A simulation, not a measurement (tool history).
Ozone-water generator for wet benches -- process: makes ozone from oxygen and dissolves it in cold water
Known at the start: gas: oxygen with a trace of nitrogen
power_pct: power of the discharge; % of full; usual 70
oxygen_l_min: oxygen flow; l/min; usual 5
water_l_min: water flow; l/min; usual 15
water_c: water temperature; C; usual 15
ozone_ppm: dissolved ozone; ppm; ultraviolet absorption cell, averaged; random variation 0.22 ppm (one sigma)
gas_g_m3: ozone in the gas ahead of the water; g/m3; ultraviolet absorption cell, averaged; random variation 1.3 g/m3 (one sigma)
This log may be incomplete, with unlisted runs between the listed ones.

run,day,power_pct,oxygen_l_min,water_l_min,water_c,ozone_ppm,gas_g_m3
1,0,70,5,15,15,31.9,232.5
2,5.608,70,5,15,15,31.8,236.1
3,8.671,70,5,11,15,40.3,233.4
4,12.162,70,3.1,11,15,39.3,296.2
5,15.05,92,5,15,15,37,273.5
6,19.167,70,5,15,15,32.1,234.4
7,22.092,79,5,15,15,33.7,248.5
8,25.188,79,5,15,15,33.9,250.2
9,31.117,70,5,15,21,28.5,232.7
10,36.888,70,5,15,15,31.8,230.1
11,41.1,70,3.15,15,15,30.6,287.8
12,44.525,70,5,15,15,31.8,231.2
13,49.4,70,7.41,15,15,32.2,191.9
14,53.746,70,7.41,15,15,31.7,191.8
15,60,70,7.41,15,15,31.5,191.9
16,65.325,70,5,15,15,31.8,228.7
17,69.938,70,5,14,10,36.5,230.5
18,73.446,70,5,12,15,37.3,231.2
19,76.45,70,5,20,18,23.8,229.6
# day 78.35: contactor cleaned
20,82.392,97,4.77,10,18,47.9,280.3
21,85.467,70,5,18,11,29.3,227.8
22,91.883,70,2.69,21,13,21.4,309.5
23,97.196,70,5.68,10,13,43,216.3
24,102.404,70,5.68,10,13,43.3,216.6

Selected run-to-run steps in gas_g_m3, each split into two signed amounts: the part the tool would show with no hidden state at all (from settings, incoming material and random variation), and the remainder, which goes to the hidden state together with any gauge scatter not common to the measured and the hidden-state-free results:
Hidden conditions of the tool in this case: yield of the discharge, % of new electrodes'; contactor's efficiency, % of a clean one's; true water temperature over the reading, C; drift of the gauge itself on ozone_ppm, %; drift of the gauge itself on gas_g_m3, %.
Run 21 -> 22: oxygen_l_min 5 -> 2.69, water_l_min 18 -> 21, water_c 11 -> 13. gas_g_m3 +81.7 g/m3: hidden state -1.7, all else +83.4.
Run 22 -> 23: oxygen_l_min 2.69 -> 5.68, water_l_min 21 -> 10. gas_g_m3 -93.2 g/m3: hidden state +1.4, all else -94.6.
